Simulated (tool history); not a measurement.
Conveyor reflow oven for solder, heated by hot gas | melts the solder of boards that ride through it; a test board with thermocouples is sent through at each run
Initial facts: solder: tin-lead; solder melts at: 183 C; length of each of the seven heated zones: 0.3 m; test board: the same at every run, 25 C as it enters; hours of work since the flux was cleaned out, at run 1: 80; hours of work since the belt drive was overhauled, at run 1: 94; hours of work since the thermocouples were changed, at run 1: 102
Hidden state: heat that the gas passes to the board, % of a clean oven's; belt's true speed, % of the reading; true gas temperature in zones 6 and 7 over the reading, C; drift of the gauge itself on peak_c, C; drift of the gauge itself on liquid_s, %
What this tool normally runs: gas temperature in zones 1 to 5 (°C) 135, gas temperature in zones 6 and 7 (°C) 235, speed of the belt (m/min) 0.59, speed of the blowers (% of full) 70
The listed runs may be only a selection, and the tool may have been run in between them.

| run | hour | gas temperature in zones 1 to 5 (°C) | gas temperature in zones 6 and 7 (°C) | speed of the belt (m/min) | speed of the blowers (% of full) | hours of work since the flux was cleaned out | hours of work since the belt drive was overhauled | hours of work since the thermocouples were changed | highest temperature of the board (°C) | time above the solder's melting point (s) |
|---|---|---|---|---|---|---|---|---|---|---|
| 1 | 0 | 135 | 235 | 0.59 | 70 | 80 | 94 | 102 | 214.7 | 42.7 |
| 2 | 7.4 | 135 | 235 | 0.59 | 70 | 84 | 99 | 106 | 214.3 | 42.3 |
| 3 | 14.5 | 135 | 235 | 0.59 | 70 | 89 | 103 | 111 | 214.4 | 42.6 |
| 4 | 20.7 | 135 | 235 | 0.59 | 70 | 93 | 107 | 115 | 214.2 | 42.5 |
| 5 | 25.2 | 135 | 235 | 0.59 | 70 | 96 | 110 | 117 | 214.2 | 42.7 |
| 6 | 31.3 | 135 | 235 | 0.59 | 70 | 99 | 114 | 121 | 214.5 | 42.4 |
| 7 | 38.9 | 130 | 235 | 0.59 | 70 | 104 | 119 | 126 | 213 | 40.6 |
| 8 | 47.8 | 149 | 235 | 0.59 | 70 | 110 | 124 | 132 | 217.3 | 48.9 |
| 9 | 56.8 | 135 | 235 | 0.59 | 76 | 115 | 130 | 137 | 216 | 43.8 |
| 10 | 64.4 | 135 | 235 | 0.59 | 70 | 120 | 135 | 142 | 214.1 | 42.5 |
| 11 | 72.4 | 135 | 235 | 0.59 | 70 | 125 | 140 | 147 | 214.3 | 42.6 |
| 12 | 77.3 | 135 | 235 | 0.59 | 70 | 128 | 143 | 150 | 214.7 | 42.2 |
| 13 | 81.4 | 135 | 235 | 0.561 | 70 | 131 | 145 | 153 | 215.9 | 46.4 |
| 14 | 90.4 | 135 | 234 | 0.561 | 70 | 136 | 151 | 158 | 215 | 45.5 |
|  | 96 | flux residue cleaned out of gas plates and filters |
| 15 | 101.2 | 135 | 234 | 0.561 | 70 | 3 | 154 | 162 | 214.7 | 45.4 |
| 16 | 107.5 | 135 | 234 | 0.561 | 70 | 7 | 158 | 166 | 214.6 | 45.5 |
| 17 | 116.2 | 135 | 234 | 0.561 | 58 | 13 | 164 | 171 | 210.8 | 42.1 |
|  | 123.2 | flux residue cleaned out of gas plates and filters, once more |
| 18 | 129.3 | 135 | 235 | 0.6 | 88 | 4 | 169 | 176 | 219.2 | 45.6 |
| 19 | 133.4 | 135 | 235 | 0.6 | 88 | 6 | 172 | 179 | 218.9 | 45.9 |
| 20 | 138.6 | 139 | 235 | 0.59 | 54 | 10 | 175 | 182 | 210.3 | 39.6 |
| 21 | 144.7 | 141 | 227 | 0.59 | 54 | 13 | 179 | 186 | 204.1 | 34.8 |
| 22 | 153.5 | 135 | 243 | 0.689 | 70 | 19 | 184 | 192 | 215.7 | 36.4 |
| 23 | 161.5 | 135 | 243 | 0.689 | 76 | 24 | 189 | 197 | 217.6 | 37.5 |
| 24 | 167.3 | 135 | 243 | 0.689 | 76 | 28 | 193 | 200 | 216.8 | 37.6 |
| 25 | 171 | 135 | 226 | 0.59 | 70 | 30 | 195 | 203 | 207.7 | 37.5 |
| 26 | 178.9 | 135 | 226 | 0.59 | 70 | 35 | 200 | 207 | 207.6 | 37.3 |
| 27 | 183.5 | 144 | 226 | 0.518 | 70 | 38 | 203 | 210 | 213 | 51.7 |
| 28 | 189.2 | 144 | 226 | 0.518 | 70 | 41 | 206 | 214 | 212.8 | 51.7 |
| 29 | 197.2 | 135 | 249 | 0.476 | 58 | 46 | 212 | 219 | 230.3 | 65 |
| 30 | 203.2 | 128 | 235 | 0.59 | 89 | 50 | 215 | 223 | 218.7 | 44.5 |

Subtracting, for every run, the result it would have given without the tool's unlogged condition from the measured result gives the following. The same run-to-run variation enters both numbers; the gauge's scatter may not:
| run | highest temperature of the board (°C) | time above the solder's melting point (s) |
|---|---|---|
| 1 | -0.7 | -0.3 |
| 2 | -0.7 | -0.3 |
| 3 | -0.7 | -0.3 |
| 4 | -0.7 | -0.3 |
| 5 | -0.7 | -0.3 |
| 6 | -0.7 | -0.4 |
| 7 | -0.8 | -0.4 |
| 8 | -0.8 | -0.3 |
| 9 | -0.9 | -0.4 |
| 10 | -0.9 | -0.4 |
| 11 | -0.9 | -0.4 |
| 12 | -0.9 | -0.5 |
| 13 | -0.9 | -0.4 |
| 14 | -0.9 | -0.4 |
| 15 | -1.2 | -0.7 |
| 16 | -1.2 | -0.7 |
| 17 | -1.1 | -0.7 |
| 18 | -0.1 | +0.3 |
| 19 | -0.1 | +0.3 |
| 20 | +0 | +0.3 |
| 21 | +0 | +0.3 |
| 22 | -0.1 | +0.2 |
| 23 | -0.1 | +0.2 |
| 24 | -0.2 | +0.2 |
| 25 | -0.2 | +0.2 |
| 26 | -0.3 | +0.1 |
| 27 | -0.3 | +0.2 |
| 28 | -0.3 | +0.3 |
| 29 | -0.2 | +0.4 |
| 30 | -0.4 | +0.2 |
